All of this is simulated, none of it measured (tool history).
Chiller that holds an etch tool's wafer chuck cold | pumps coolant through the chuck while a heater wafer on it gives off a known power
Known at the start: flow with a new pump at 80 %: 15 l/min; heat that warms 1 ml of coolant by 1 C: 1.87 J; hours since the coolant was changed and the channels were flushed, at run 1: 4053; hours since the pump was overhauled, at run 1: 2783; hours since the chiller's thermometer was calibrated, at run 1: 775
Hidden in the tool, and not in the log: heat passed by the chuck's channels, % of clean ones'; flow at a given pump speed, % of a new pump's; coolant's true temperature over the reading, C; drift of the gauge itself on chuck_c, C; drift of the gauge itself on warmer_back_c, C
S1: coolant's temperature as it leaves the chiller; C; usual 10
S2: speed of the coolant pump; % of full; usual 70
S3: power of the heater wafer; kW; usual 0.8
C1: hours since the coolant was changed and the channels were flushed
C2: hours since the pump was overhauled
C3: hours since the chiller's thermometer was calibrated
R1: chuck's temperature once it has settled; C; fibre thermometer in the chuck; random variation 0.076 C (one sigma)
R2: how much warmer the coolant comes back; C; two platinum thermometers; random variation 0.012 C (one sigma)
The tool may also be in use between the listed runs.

{"run": 1, "day": 0.0, "S1": 10, "S2": 70, "S3": 0.8, "C1": 4053, "C2": 2783, "C3": 775, "R1": 16.71, "R2": 1.95}
{"run": 2, "day": 4.238, "S1": 10, "S2": 70, "S3": 0.636, "C1": 4155, "C2": 2885, "C3": 877, "R1": 15.27, "R2": 1.55}
{"run": 3, "day": 7.896, "S1": 7, "S2": 70, "S3": 0.8, "C1": 4243, "C2": 2973, "C3": 965, "R1": 13.79, "R2": 1.93}
{"run": 4, "day": 11.992, "S1": 10, "S2": 64, "S3": 0.8, "C1": 4341, "C2": 3071, "C3": 1063, "R1": 16.94, "R2": 2.14}
{"run": 5, "day": 18.579, "S1": 10, "S2": 64, "S3": 0.8, "C1": 4499, "C2": 3229, "C3": 1221, "R1": 17.04, "R2": 2.11}
{"run": 6, "day": 24.758, "S1": 10, "S2": 70, "S3": 0.436, "C1": 4647, "C2": 3377, "C3": 1369, "R1": 13.47, "R2": 1.06}
{"run": 7, "day": 29.6, "S1": 10, "S2": 70, "S3": 0.436, "C1": 4763, "C2": 3494, "C3": 1485, "R1": 13.44, "R2": 1.05}
{"run": 8, "day": 32.654, "S1": 10, "S2": 70, "S3": 0.436, "C1": 4837, "C2": 3567, "C3": 1559, "R1": 13.35, "R2": 1.06}
{"run": 9, "day": 37.321, "S1": 10, "S2": 73, "S3": 0.8, "C1": 4949, "C2": 3679, "C3": 1671, "R1": 16.44, "R2": 1.87}
{"run": 10, "day": 43.608, "S1": 8, "S2": 70, "S3": 0.8, "C1": 5100, "C2": 3830, "C3": 1822, "R1": 14.49, "R2": 1.95}
{"run": 11, "day": 47.588, "S1": 8, "S2": 70, "S3": 0.8, "C1": 5195, "C2": 3925, "C3": 1917, "R1": 14.45, "R2": 1.93}
{"run": 12, "day": 50.738, "S1": 10, "S2": 70, "S3": 0.656, "C1": 5271, "C2": 4001, "C3": 1993, "R1": 15.26, "R2": 1.58}
{"run": 13, "day": 54.079, "S1": 10, "S2": 70, "S3": 0.656, "C1": 5351, "C2": 4081, "C3": 2073, "R1": 15.23, "R2": 1.6}
{"run": 14, "day": 59.421, "S1": 12, "S2": 95, "S3": 0.979, "C1": 5479, "C2": 4209, "C3": 2201, "R1": 18.6, "R2": 1.76}
{"day": 61.375, "done": "gauge calibrated"}
{"run": 15, "day": 65.217, "S1": 12, "S2": 71, "S3": 0.911, "C1": 5618, "C2": 4348, "C3": 2340, "R1": 19.47, "R2": 2.18}
{"run": 16, "day": 70.771, "S1": 12, "S2": 71, "S3": 0.911, "C1": 5752, "C2": 4482, "C3": 2474, "R1": 19.59, "R2": 2.19}
{"run": 17, "day": 74.533, "S1": 4, "S2": 71, "S3": 0.911, "C1": 5842, "C2": 4572, "C3": 2564, "R1": 11.71, "R2": 2.19}
{"run": 18, "day": 77.733, "S1": 4, "S2": 60, "S3": 0.754, "C1": 5919, "C2": 4649, "C3": 2641, "R1": 10.98, "R2": 2.13}
{"run": 19, "day": 82.612, "S1": 4, "S2": 60, "S3": 0.754, "C1": 6036, "C2": 4766, "C3": 2758, "R1": 10.78, "R2": 2.12}
{"run": 20, "day": 88.867, "S1": 4, "S2": 60, "S3": 0.754, "C1": 6186, "C2": 4916, "C3": 2908, "R1": 10.82, "R2": 2.13}
{"run": 21, "day": 93.312, "S1": 19, "S2": 64, "S3": 0.867, "C1": 6293, "C2": 5023, "C3": 3014, "R1": 26.41, "R2": 2.31}

Some steps in R1 between neighbouring runs. How much of each would the tool show without its hidden state too (settings, what came in, random variation), and how much is left for the hidden state, with any gauge scatter that isn't in both results?
Run 5 -> 6: S2 64 -> 70, S3 0.8 -> 0.436. R1 -3.57 C: hidden state -0.05, all else -3.52.
Run 14 -> 15: S2 95 -> 71, S3 0.979 -> 0.911, gauge calibrated. R1 +0.87 C: hidden state +0.36, all else +0.51.
Run 16 -> 17: S1 12 -> 4. R1 -7.88 C: hidden state -0.02, all else -7.86.
Run 20 -> 21: S1 4 -> 19, S2 60 -> 64, S3 0.754 -> 0.867. R1 +15.59 C: hidden state -0.02, all else +15.61.

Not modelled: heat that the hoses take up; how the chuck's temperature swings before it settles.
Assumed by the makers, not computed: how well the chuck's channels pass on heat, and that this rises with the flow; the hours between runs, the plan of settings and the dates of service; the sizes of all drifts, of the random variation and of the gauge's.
